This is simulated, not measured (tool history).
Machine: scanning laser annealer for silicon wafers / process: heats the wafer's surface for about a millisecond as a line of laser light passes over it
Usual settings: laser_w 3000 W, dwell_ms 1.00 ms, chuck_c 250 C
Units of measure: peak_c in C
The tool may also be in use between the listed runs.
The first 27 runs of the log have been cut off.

run,day,laser_w,dwell_ms,chuck_c,peak_c
28,55.504,2573,1.00,212,936
# day 56.533: window over the wafer cleaned
29,58.117,2573,0.84,245,919
30,60.733,2573,0.84,245,919
31,62.204,3000,0.71,256,979
32,64.025,3101,0.71,256,1006
33,66.083,3000,0.89,250,1057
34,67.458,3058,0.99,223,1081
35,68.742,3131,0.85,211,1032
36,71.492,3086,1.18,250,1191
37,74.312,3086,1.18,250,1186
38,76.746,3016,1.18,216,1134
39,78.621,3016,1.18,216,1131
40,81.633,3000,0.94,230,1055
41,83.304,3000,0.71,230,958

Each row is a separate what-if for the run after 41, all from the same tool condition, not one after another. Results?
# day 83.662: window over the wafer cleaned
A,85.388,2673,0.83,263,?
# day 83.662: window over the wafer cleaned
B,85.388,3000,0.84,250,?
# day 83.662: window over the wafer cleaned
C,85.388,2645,1.07,275,?

run,peak_c
A,959
B,1032
C,1047
Without the tool's unlogged condition, the same runs would have read:
run,peak_c
A,960
B,1032
C,1047

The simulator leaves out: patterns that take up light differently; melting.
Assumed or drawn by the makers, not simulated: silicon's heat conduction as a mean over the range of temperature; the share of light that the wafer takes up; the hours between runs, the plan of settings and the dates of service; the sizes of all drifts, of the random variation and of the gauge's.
